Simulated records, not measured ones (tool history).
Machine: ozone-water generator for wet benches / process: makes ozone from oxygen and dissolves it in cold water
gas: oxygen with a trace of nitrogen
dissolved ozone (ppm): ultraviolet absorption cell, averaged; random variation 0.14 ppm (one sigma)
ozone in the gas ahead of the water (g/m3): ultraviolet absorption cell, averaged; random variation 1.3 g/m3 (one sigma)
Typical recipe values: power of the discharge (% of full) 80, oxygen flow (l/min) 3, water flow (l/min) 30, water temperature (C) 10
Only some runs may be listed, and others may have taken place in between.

| run | hour | power of the discharge (% of full) | oxygen flow (l/min) | water flow (l/min) | water temperature (C) | dissolved ozone (ppm) | ozone in the gas ahead of the water (g/m3) |
|---|---|---|---|---|---|---|---|
| 1 | 0 | 80 | 3 | 30 | 10 | 15.2 | 232.7 |
| 2 | 33 | 80 | 3 | 30 | 10 | 15 | 229.6 |
| 3 | 57 | 80 | 3 | 30 | 10 | 15.2 | 230.9 |
| 4 | 107.9 | 80 | 3 | 30 | 10 | 15.7 | 232.3 |
| 5 | 157.2 | 80 | 3 | 30 | 10 | 15.4 | 232.8 |
| 6 | 209.9 | 80 | 3 | 32 | 16 | 13.8 | 234.9 |
| 7 | 263 | 80 | 3 | 32 | 16 | 14 | 232.5 |
| 8 | 298.5 | 51 | 2.2 | 30 | 13 | 9.8 | 194.4 |
| 9 | 348 | 45 | 3 | 30 | 10 | 10.3 | 154.3 |
| 10 | 390.1 | 75 | 1.59 | 30 | 10 | 11.3 | 294 |

Removed from this log: 1 entry logged between the listed runs. Between which two listed runs does each belong, and how does the tool's hidden state at the listed run before it compare with that at the listed run after it?
In the gap between runs 8 and 9: contactor cleaned (hour 333.4)
  no hidden state differs between the two runs

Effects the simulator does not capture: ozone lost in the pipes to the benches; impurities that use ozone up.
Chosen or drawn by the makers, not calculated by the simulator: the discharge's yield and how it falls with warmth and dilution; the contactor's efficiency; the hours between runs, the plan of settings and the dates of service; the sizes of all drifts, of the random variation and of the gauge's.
